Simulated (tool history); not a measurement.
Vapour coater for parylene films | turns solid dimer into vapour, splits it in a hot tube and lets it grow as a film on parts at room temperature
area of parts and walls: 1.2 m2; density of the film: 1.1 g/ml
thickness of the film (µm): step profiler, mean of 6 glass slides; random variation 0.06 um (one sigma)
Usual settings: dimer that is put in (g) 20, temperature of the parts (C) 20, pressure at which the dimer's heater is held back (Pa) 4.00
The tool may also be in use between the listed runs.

run      day  dimer that is put in (g)  temperature of the parts (C)  pressure at which the dimer's heater is held back (Pa)  thickness of the film (µm)
  1    0.000                        20                            20                                                    4.00                        6.68
  2    2.133                        14                            20                                                    4.00                        4.70
  3    3.704                        14                            20                                                    4.63                        4.50
  4    5.938                        14                            20                                                    4.63                        4.44
  5    8.946                        14                            20                                                    4.63                        4.47
  6   12.154                        20                            31                                                    4.00                        3.85
  7   13.979                        20                            25                                                    4.00                        5.03
  8   16.512                        20                            25                                                    4.00                        5.05
  9   19.054                        20                            25                                                    7.62                        4.59
 10   20.754                        20                            25                                                    7.62                        4.63
 11   23.662                        18                            25                                                    7.62                        4.09
      25.625  -- trap's valve overhauled
 12   25.625                        20                            20                                                    4.00                        6.83
 13   28.204                        20                            20                                                    4.00                        6.77
 14   31.654                        20                            20                                                    4.00                        6.73
 15   33.871                        20                            20                                                    4.00                        6.60
 16   36.858                        20                            20                                                    4.00                        6.61
 17   38.767                        20                            20                                                    4.00                        6.53
 18   41.654                        20                            20                                                    4.00                        6.42
 19   43.662                        20                            20                                                    4.00                        6.38
 20   46.838                        20                            20                                                    4.00                        6.45
 21   48.650                        20                            20                                                    4.00                        6.27
 22   51.925                        20                            20                                                    4.00                        6.20
 23   54.262                        20                            20                                                    4.00                        6.20
      54.533  -- table's thermometer calibrated
 24   57.138                        20                            20                                                    4.00                        5.99
 25   59.796                        12                            31                                                    4.00                        2.13
 26   62.279                        28                            27                                                    9.79                        5.43
 27   65.288                        28                            27                                                    9.79                        5.41
      65.888  -- table's thermometer calibrated, once more
 28   67.375                        27                            13                                                    4.00                       11.91
      68.129  -- trap's valve overhauled
 29   69.171                        20                            18                                                    2.23                        8.15
 30   70.621                        24                            12                                                    2.23                       13.11
 31   72.517                        20                            21                                                    4.00                        6.63
 32   75.592                        20                            21                                                    4.00                        6.50
 33   78.788                        20                            21                                                    4.00                        6.47
 34   82.112                        18                            22                                                    6.54                        5.21
 35   83.575                        20                            12                                                    9.39                        8.86
 36   87.017                        20                            12                                                    9.39                        8.77
 37   89.400                        20                            12                                                    9.39                        8.68
 38   92.808                        20                            12                                                    2.88                        9.87
 39   95.954                        26                            21                                                    4.00                        7.89
 40   98.262                        26                            21                                                    4.00                        7.98
 41  100.833                        19                            19                                                    4.96                        6.26
 42  104.246                        18                            20                                                    4.00                        5.65
 43  106.142                        13                            20                                                    2.21                        4.31
 44  109.529                        12                            19                                                    4.13                        3.91
     110.446  -- trap's valve overhauled
 45  112.088                        25                            25                                                    4.00                        6.75
 46  114.067                        10                            24                                                    2.13                        2.96
 47  115.862                        34                            20                                                    2.09                       12.36

Forecast each of these 3 alternatives for the next run:
  A  118.621                        31                            25                                                    6.35                           ?
  B  118.621                        23                            24                                                   10.51                           ?
  C  118.621                        20                            16                                                    2.71                           ?

run  thickness of the film (µm)
  A                        7.69
  B                        5.66
  C                        8.35
Without the tool's hidden state the same runs would have given:
run  thickness of the film (µm)
  A                        8.18
  B                        6.01
  C                        8.88
